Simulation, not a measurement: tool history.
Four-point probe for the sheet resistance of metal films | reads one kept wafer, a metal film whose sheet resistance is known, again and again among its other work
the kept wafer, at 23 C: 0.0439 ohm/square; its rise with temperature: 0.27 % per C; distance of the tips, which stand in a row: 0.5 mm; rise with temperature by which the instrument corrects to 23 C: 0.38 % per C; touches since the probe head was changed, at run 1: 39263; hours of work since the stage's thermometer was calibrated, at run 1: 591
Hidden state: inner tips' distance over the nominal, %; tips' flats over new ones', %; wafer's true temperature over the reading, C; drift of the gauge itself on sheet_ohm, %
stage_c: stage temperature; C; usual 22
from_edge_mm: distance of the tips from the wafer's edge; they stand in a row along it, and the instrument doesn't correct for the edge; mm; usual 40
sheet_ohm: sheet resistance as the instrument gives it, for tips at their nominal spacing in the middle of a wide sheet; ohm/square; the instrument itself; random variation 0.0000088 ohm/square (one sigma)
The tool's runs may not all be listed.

run	hour	stage_c	from_edge_mm	touches since the probe head was changed	hours of work since the stage's thermometer was calibrated	sheet_ohm
1	0	22	40	39263	591	0.04395
2	17.6	22	40	39929	600	0.043945
3	37.2	22	12	40671	610	0.043963
4	63	22	12	41647	623	0.044003
5	95.2	25	40	42867	639	0.043819
6	122.7	25	40	43911	653	0.043823
7	156.1	25	40	45173	670	0.043806
8	190.9	25	40	46493	687	0.043813
9	210.3	25	40	47226	697	0.043805
10	244.8	25	40	48533	715	0.043812
11	279.4	25	40	49844	732	0.043801
12	314.9	22	40	51188	750	0.043928
13	338	22	40	52063	762	0.043934
14	368.9	22	40	53233	777	0.043941
15	396	22	27	54260	791	0.043969
16	423.2	22	27	55290	805	0.043932
17	451.7	32	12	56370	819	0.043535
18	471.7	32	12	57127	829	0.043532
19	503.6	32	12	58334	845	0.043527
20	526.9	26	40	59216	857	0.043763
21	550.2	21	3	60098	869	0.044654
22	568.1	27	22	60774	878	0.043722
23	602.3	27	22	62071	895	0.043744
24	619.4	31	13	62720	904	0.043578
25	638.4	31	13	63438	913	0.043569
26	659.6	31	13	64242	924	0.043569
27	680.3	22	7	65024	934	0.044056
28	696.5	22	56	65639	943	0.043925
29	729	22	56	66869	959	0.043946
30	754.1	28	5	67820	972	0.043908
31	780.3	34	61	68812	985	0.043411
32	800.8	33	23	69589	995	0.043455

The same runs without the tool's hidden state, with the same run-to-run variation:
run	sheet_ohm
1	0.043956
2	0.04395
3	0.043969
4	0.044009
5	0.043825
6	0.043829
7	0.043812
8	0.043819
9	0.043812
10	0.043818
11	0.043808
12	0.043935
13	0.043941
14	0.043948
15	0.043976
16	0.04394
17	0.043543
18	0.043539
19	0.043534
20	0.04377
21	0.044662
22	0.043729
23	0.043752
24	0.043586
25	0.043578
26	0.043577
27	0.044065
28	0.043934
29	0.043954
30	0.043917
31	0.043419
32	0.043464
